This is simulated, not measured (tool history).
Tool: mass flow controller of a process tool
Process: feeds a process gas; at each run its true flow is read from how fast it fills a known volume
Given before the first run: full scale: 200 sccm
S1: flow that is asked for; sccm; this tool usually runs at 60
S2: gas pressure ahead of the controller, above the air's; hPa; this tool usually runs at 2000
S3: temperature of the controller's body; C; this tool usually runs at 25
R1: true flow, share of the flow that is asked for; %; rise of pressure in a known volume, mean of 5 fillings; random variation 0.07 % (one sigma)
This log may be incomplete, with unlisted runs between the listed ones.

run	hour	S1	S2	S3	R1
1	0.0	60	2000	25	98.08
2	123.7	60	2570	25	98.25
3	192.2	84	2570	25	98.94
4	303.3	84	2570	25	98.84
5	413.5	129	2000	25	99.62
6	523.7	129	2000	25	99.62
7	577.0	60	2000	25	98.14
8	632.1	60	2340	25	98.23
9	687.2	60	1680	25	98.05
10	778.9	60	2340	25	98.19
11	896.9	60	2340	25	98.27
12	992.1	60	1730	25	98.06
13	1110.5	60	1730	27	98.03
14	1235.7	60	1730	27	98.13
15	1313.4	60	1730	27	98.14
16	1412.8	60	2000	25	97.96
17	1531.9	60	2000	25	98.16
18	1587.2	60	2000	25	98.24
19	1704.9	60	2000	25	98.07
20	1802.4	60	2010	25	98.05
21	1859.3	199	2000	25	101.11
22	1972.8	199	1950	25	101.19
23	2047.6	199	1950	25	101.10
24	2168.6	199	1950	25	101.17
25	2290.3	60	2000	23	97.98
26	2383.8	32	1910	22	96.25
27	2439.8	136	1760	35	100.55
28	2495.1	136	1760	35	100.38
# hour 2505.8: controller's zero set anew
29	2564.6	136	1760	35	100.20
30	2627.4	60	1720	32	97.72
31	2711.2	25	1840	38	94.25
32	2783.3	60	2130	36	98.04
33	2842.9	60	2130	36	98.01
34	2905.4	133	1610	21	99.70
35	3016.1	45	1660	39	96.97
36	3068.6	45	1660	39	96.89
# hour 3114.1: controller's zero set anew, once more
37	3152.0	60	1980	25	100.04
38	3278.9	60	1980	30	100.12
39	3398.4	47	2000	25	99.72

Estimate the outcome of run 40 from the log above:
40	3477.6	24	1490	23	?

Run 40 gave R1 98.92 %.
Take away the tool's hidden state, keep the run-to-run variation as it was, and the same run would have given R1 97.08 %.

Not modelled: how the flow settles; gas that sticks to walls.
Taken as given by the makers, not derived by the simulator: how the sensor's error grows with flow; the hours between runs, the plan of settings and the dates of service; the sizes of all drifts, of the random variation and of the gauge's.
